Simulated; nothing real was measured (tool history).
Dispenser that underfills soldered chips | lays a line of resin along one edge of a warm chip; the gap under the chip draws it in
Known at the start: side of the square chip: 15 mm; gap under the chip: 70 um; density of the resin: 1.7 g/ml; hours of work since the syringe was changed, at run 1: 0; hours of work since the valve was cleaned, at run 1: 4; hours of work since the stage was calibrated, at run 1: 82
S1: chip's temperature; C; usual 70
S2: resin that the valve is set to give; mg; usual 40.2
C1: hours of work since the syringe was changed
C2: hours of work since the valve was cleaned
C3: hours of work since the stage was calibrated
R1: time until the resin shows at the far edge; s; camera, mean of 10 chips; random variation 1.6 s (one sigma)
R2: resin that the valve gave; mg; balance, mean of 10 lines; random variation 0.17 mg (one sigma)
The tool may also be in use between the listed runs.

run 1 hour=0 | S1=70 S2=40.2 | C1=0 C2=4 C3=82 | R1=154 R2=40.25
run 2 hour=2.6 | S1=70 S2=45.1 | C1=2 C2=6 C3=84 | R1=183.2 R2=44.87
run 3 hour=7.1 | S1=70 S2=45.1 | C1=5 C2=9 C3=87 | R1=240.8 R2=44.62
run 4 hour=10 | S1=70 S2=45.1 | C1=7 C2=11 C3=89 | R1=283.2 R2=44.7
run 5 hour=13.2 | S1=70 S2=45.1 | C1=10 C2=14 C3=92 | R1=347.4 R2=44.73
-- hour=14.9 new syringe of resin
run 6 hour=16.7 | S1=80 S2=40.2 | C1=1 C2=16 C3=94 | R1=110.9 R2=39.44
run 7 hour=21.4 | S1=70 S2=40.2 | C1=5 C2=20 C3=98 | R1=237.1 R2=39.91
run 8 hour=26.2 | S1=70 S2=40.2 | C1=8 C2=23 C3=101 | R1=320.8 R2=39.46
-- hour=29.8 new syringe of resin
run 9 hour=29.8 | S1=56 S2=40.2 | C1=0 C2=26 C3=104 | R1=322.2 R2=39.34
run 10 hour=32.3 | S1=56 S2=40.2 | C1=2 C2=28 C3=106 | R1=380.5 R2=39.88
run 11 hour=35.6 | S1=56 S2=40.2 | C1=4 C2=30 C3=108 | R1=471.5 R2=39.49
run 12 hour=39.5 | S1=62 S2=39.8 | C1=7 C2=33 C3=111 | R1=429.7 R2=39.44
run 13 hour=42.7 | S1=62 S2=36.5 | C1=10 C2=35 C3=113 | R1=536.7 R2=35.34
-- hour=44.9 new syringe of resin
run 14 hour=47.8 | S1=77 S2=46.9 | C1=2 C2=39 C3=117 | R1=131.6 R2=45.83
run 15 hour=52.1 | S1=66 S2=50.6 | C1=5 C2=42 C3=120 | R1=288.1 R2=48.93
run 16 hour=54.2 | S1=57 S2=34.8 | C1=7 C2=43 C3=121 | R1=559.7 R2=34.07
run 17 hour=56.5 | S1=79 S2=37.9 | C1=9 C2=45 C3=123 | R1=210.2 R2=36.67

Hidden state or all else? Some run-to-run changes of R1, split into what the settings, what came in and random variation would give without the hidden state, and what is left for the hidden state (with any gauge scatter that isn't in both results):
The hidden state here: resin's viscosity, % of fresh resin's; dose that the valve gives, % of what is set; true chip temperature over the reading, C; drift of the gauge itself on fill_s, %; drift of the gauge itself on given_mg, %.
Run 13 -> 14: S1 62 -> 77, S2 36.5 -> 46.9, new syringe of resin. R1 -405.1 s: hidden state -278.2, all else -126.9.

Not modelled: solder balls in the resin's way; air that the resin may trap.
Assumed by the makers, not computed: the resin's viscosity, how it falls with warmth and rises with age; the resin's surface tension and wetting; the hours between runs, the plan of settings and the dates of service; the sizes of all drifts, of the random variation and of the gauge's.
